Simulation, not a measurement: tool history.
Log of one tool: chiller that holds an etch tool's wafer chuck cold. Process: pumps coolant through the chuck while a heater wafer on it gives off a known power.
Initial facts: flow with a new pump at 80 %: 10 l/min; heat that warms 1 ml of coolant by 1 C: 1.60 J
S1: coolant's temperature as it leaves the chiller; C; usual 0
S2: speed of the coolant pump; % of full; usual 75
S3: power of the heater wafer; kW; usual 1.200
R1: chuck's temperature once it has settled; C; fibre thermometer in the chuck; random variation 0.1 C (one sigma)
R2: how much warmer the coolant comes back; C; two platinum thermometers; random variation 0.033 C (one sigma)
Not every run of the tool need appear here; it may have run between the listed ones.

run 1 hour=0.0 | S1=0 S2=75 S3=1.200 | R1=10.3 R2=4.89
run 2 hour=160.7 | S1=0 S2=75 S3=1.200 | R1=10.4 R2=4.90
run 3 hour=317.9 | S1=0 S2=75 S3=1.165 | R1=10.0 R2=4.76
run 4 hour=428.0 | S1=0 S2=75 S3=1.165 | R1=10.3 R2=4.84
run 5 hour=549.8 | S1=0 S2=75 S3=1.165 | R1=10.1 R2=4.76
-- hour=664.8 chiller's thermometer calibrated
run 6 hour=725.2 | S1=0 S2=75 S3=1.165 | R1=10.7 R2=4.76
run 7 hour=816.6 | S1=0 S2=75 S3=1.165 | R1=10.4 R2=4.81
run 8 hour=1002.8 | S1=0 S2=75 S3=1.165 | R1=10.6 R2=4.82
run 9 hour=1152.5 | S1=0 S2=75 S3=1.200 | R1=10.8 R2=4.98
run 10 hour=1327.7 | S1=0 S2=75 S3=1.200 | R1=10.9 R2=4.95
run 11 hour=1426.3 | S1=0 S2=75 S3=1.444 | R1=13.1 R2=5.93
run 12 hour=1508.4 | S1=0 S2=61 S3=1.200 | R1=13.3 R2=6.16
run 13 hour=1666.0 | S1=0 S2=61 S3=1.200 | R1=13.2 R2=6.09
run 14 hour=1787.9 | S1=0 S2=75 S3=1.021 | R1=9.4 R2=4.22
run 15 hour=1952.7 | S1=0 S2=64 S3=1.200 | R1=13.0 R2=5.83
run 16 hour=2034.1 | S1=0 S2=87 S3=1.200 | R1=9.8 R2=4.36

Run 17 is up next; what results do you expect?
run 17 hour=2108.7 | S1=1 S2=98 S3=0.765 | R1=? R2=?

Run 17 yielded R1 6.6 C, R2 2.43 C.
Had the tool carried no hidden state, the very same run would have given R1 6.1 C, R2 2.31 C.

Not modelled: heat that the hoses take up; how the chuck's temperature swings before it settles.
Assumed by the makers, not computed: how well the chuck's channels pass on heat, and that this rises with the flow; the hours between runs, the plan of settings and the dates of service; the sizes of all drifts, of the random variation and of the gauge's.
